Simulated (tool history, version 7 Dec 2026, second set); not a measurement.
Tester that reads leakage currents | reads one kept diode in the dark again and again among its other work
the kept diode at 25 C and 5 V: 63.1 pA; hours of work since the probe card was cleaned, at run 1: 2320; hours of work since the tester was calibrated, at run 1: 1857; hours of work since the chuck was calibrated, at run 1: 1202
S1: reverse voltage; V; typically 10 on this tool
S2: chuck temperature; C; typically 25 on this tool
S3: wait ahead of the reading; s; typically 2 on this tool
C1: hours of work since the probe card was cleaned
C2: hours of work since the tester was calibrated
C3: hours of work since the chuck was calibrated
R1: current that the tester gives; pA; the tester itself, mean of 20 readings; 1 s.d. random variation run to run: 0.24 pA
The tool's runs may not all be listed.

| run | day | S1 | S2 | S3 | C1 | C2 | C3 | R1 |
|---|---|---|---|---|---|---|---|---|
| 1 | 0 | 10 | 25 | 2 | 2320 | 1857 | 1202 | 67.1 |
| 2 | 7.462 | 10 | 25 | 2 | 2431 | 1968 | 1314 | 65.83 |
| 3 | 12.812 | 10 | 25 | 1.61 | 2511 | 2048 | 1394 | 65.64 |
|  | 16.488 | chuck's temperature calibrated |
| 4 | 18.138 | 2 | 25 | 2 | 2589 | 2126 | 25 | 47.23 |
| 5 | 21.571 | 2 | 25 | 2 | 2641 | 2177 | 76 | 47.03 |
| 6 | 26.262 | 10 | 25 | 2 | 2711 | 2247 | 146 | 78.64 |
| 7 | 31.5 | 10 | 25 | 2 | 2789 | 2326 | 224 | 78.09 |
| 8 | 37.767 | 10 | 25 | 2 | 2882 | 2419 | 318 | 77.48 |
| 9 | 44.292 | 10 | 25 | 2 | 2980 | 2517 | 415 | 76.37 |
| 10 | 51.296 | 10 | 25 | 2 | 3084 | 2621 | 520 | 75.74 |
| 11 | 58.725 | 10 | 25 | 2 | 3195 | 2732 | 631 | 74.45 |
| 12 | 64.979 | 10 | 25 | 2 | 3289 | 2825 | 724 | 73.59 |
| 13 | 70.004 | 10 | 25 | 2 | 3364 | 2900 | 799 | 73.06 |
| 14 | 73.183 | 10 | 25 | 2 | 3411 | 2948 | 846 | 72.97 |
|  | 73.771 | probe card cleaned and baked |
| 15 | 78.096 | 10 | 48 | 2 | 65 | 3019 | 918 | 525.17 |
| 16 | 85.667 | 10 | 48 | 2 | 178 | 3132 | 1031 | 516.55 |
| 17 | 89.967 | 10 | 20 | 2 | 242 | 3197 | 1095 | 48.35 |
|  | 91.962 | probe card cleaned and baked, once more |
| 18 | 94.762 | 10 | 20 | 2 | 42 | 3266 | 1165 | 40.28 |
| 19 | 100.142 | 10 | 20 | 2 | 122 | 3347 | 1245 | 39.6 |
| 20 | 107.517 | 10 | 25 | 8.66 | 232 | 3457 | 1355 | 63.27 |
| 21 | 111.725 | 1 | 23 | 5.08 | 295 | 3520 | 1418 | 25.45 |
|  | 113.542 | chuck's temperature calibrated |
| 22 | 115.908 | 6.1 | 34 | 2 | 356 | 3581 | 35 | 152.88 |
| 23 | 122.308 | 2.7 | 25 | 0.51 | 452 | 3676 | 131 | 52.12 |
| 24 | 125.821 | 2.7 | 25 | 0.51 | 504 | 3729 | 183 | 51.52 |
| 25 | 133.012 | 2.7 | 32 | 0.41 | 612 | 3836 | 291 | 97.07 |
| 26 | 137.888 | 2.7 | 32 | 0.41 | 684 | 3909 | 363 | 96.15 |
|  | 142.35 | tester calibrated |
| 27 | 144.821 | 10 | 25 | 2 | 787 | 37 | 466 | 75.81 |
| 28 | 149.938 | 10 | 35 | 2 | 863 | 113 | 542 | 184.5 |
| 29 | 154.55 | 2.1 | 21 | 2.52 | 932 | 182 | 611 | 30.97 |
| 30 | 159.604 | 2.1 | 26 | 1.57 | 1007 | 258 | 686 | 49.26 |
| 31 | 163.017 | 7.9 | 26 | 0.86 | 1058 | 309 | 737 | 74.58 |
| 32 | 166.208 | 10 | 46 | 8.19 | 1106 | 356 | 785 | 458.82 |
| 33 | 171.246 | 18.6 | 32 | 2.49 | 1181 | 431 | 860 | 164.91 |
| 34 | 177.229 | 10 | 29 | 1.61 | 1270 | 521 | 949 | 102.35 |
| 35 | 183.75 | 10 | 21 | 1.61 | 1368 | 618 | 1047 | 48.4 |
| 36 | 190.775 | 2.1 | 25 | 2 | 1473 | 723 | 1152 | 41.95 |
| 37 | 195.204 | 2.1 | 25 | 2 | 1539 | 789 | 1218 | 41.5 |
| 38 | 202.842 | 19.6 | 25 | 2 | 1653 | 903 | 1332 | 85.53 |
| 39 | 208.354 | 19.6 | 32 | 1.37 | 1735 | 985 | 1414 | 156.96 |

The logged runs with the hidden state left out (each run's random variation unchanged):
What the log doesn't record here: stray current of the dirty probe card, pA a volt; current scale over the true one, %; true chuck temperature over the reading, C; drift of the gauge itself on leakage_pa, %.
| run | R1 |
|---|---|
| 1 | 78.71 |
| 2 | 78.15 |
| 3 | 78.63 |
| 4 | 47.82 |
| 5 | 47.94 |
| 6 | 78.22 |
| 7 | 78.36 |
| 8 | 78.61 |
| 9 | 78.4 |
| 10 | 78.66 |
| 11 | 78.27 |
| 12 | 78.15 |
| 13 | 78.25 |
| 14 | 78.55 |
| 15 | 592.01 |
| 16 | 590.1 |
| 17 | 48.71 |
| 18 | 48.81 |
| 19 | 48.48 |
| 20 | 78.28 |
| 21 | 32 |
| 22 | 153.76 |
| 23 | 53.01 |
| 24 | 52.74 |
| 25 | 100.99 |
| 26 | 101.11 |
| 27 | 78.85 |
| 28 | 195.25 |
| 29 | 33.27 |
| 30 | 53.58 |
| 31 | 80.78 |
| 32 | 501.47 |
| 33 | 180.62 |
| 34 | 113.92 |
| 35 | 53.6 |
| 36 | 48.62 |
| 37 | 48.57 |
| 38 | 96.8 |
| 39 | 183.09 |
